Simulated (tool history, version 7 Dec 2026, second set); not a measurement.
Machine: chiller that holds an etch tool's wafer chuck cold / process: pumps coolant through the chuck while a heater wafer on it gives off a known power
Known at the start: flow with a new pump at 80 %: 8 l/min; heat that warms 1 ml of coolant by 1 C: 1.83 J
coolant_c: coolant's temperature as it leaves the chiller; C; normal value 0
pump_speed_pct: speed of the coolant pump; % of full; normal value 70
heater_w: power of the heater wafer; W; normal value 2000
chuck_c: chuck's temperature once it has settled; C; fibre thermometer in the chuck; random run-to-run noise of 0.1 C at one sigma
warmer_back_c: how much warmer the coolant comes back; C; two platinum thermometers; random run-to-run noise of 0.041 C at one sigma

run,hour,coolant_c,pump_speed_pct,heater_w,chuck_c,warmer_back_c
1,0,0,70,2000,27.9,9.6
2,29.8,-8,70,2000,20.1,9.54
3,47.2,-8,70,2000,19.9,9.56
4,62.6,3,70,2000,30.9,9.57
5,93.3,0,66,2000,29,10.21
6,115.6,-2,70,2000,25.9,9.63
7,149.2,-2,62,2000,29,10.96
8,177.4,0,70,2000,28,9.59
9,203.4,0,70,2494,34.8,11.89
# hour 215.8: chiller's thermometer calibrated
10,227.5,-2,70,2000,25.9,9.58
11,256.8,0,70,2000,27.9,9.53
12,282,0,95,2000,22.1,6.88
13,300.5,0,70,2000,28,9.61
14,327.2,0,70,2000,28.2,9.51
15,342.9,-6,70,2000,22.1,9.55
16,371.2,-6,70,2000,22.1,9.63
17,387.8,0,76,2000,26.4,8.79
18,407.9,0,93,2000,22.5,7.05
19,434.7,5,68,2436,40,11.99
20,449.6,0,64,2000,30.2,10.58
21,465.9,0,64,2000,30.2,10.53
22,482.4,-9,96,1237,4.6,4.26
23,502.8,-9,96,1237,4.7,4.18
24,531.8,-9,96,1237,4.5,4.23
25,554.8,-9,96,1237,4.5,4.19
26,577.7,1,60,1726,28.4,9.71
27,604.7,1,60,1726,28.4,9.74

Run 28 is up next; what results do you expect?
28,635.7,1,60,1726,?,?

Run 28 measured chuck_c 28.4 C, warmer_back_c 9.68 C.
Were there no unlogged condition in the tool, this run, its random variation unchanged, would have produced chuck_c 25.7 C, warmer_back_c 9.52 C.
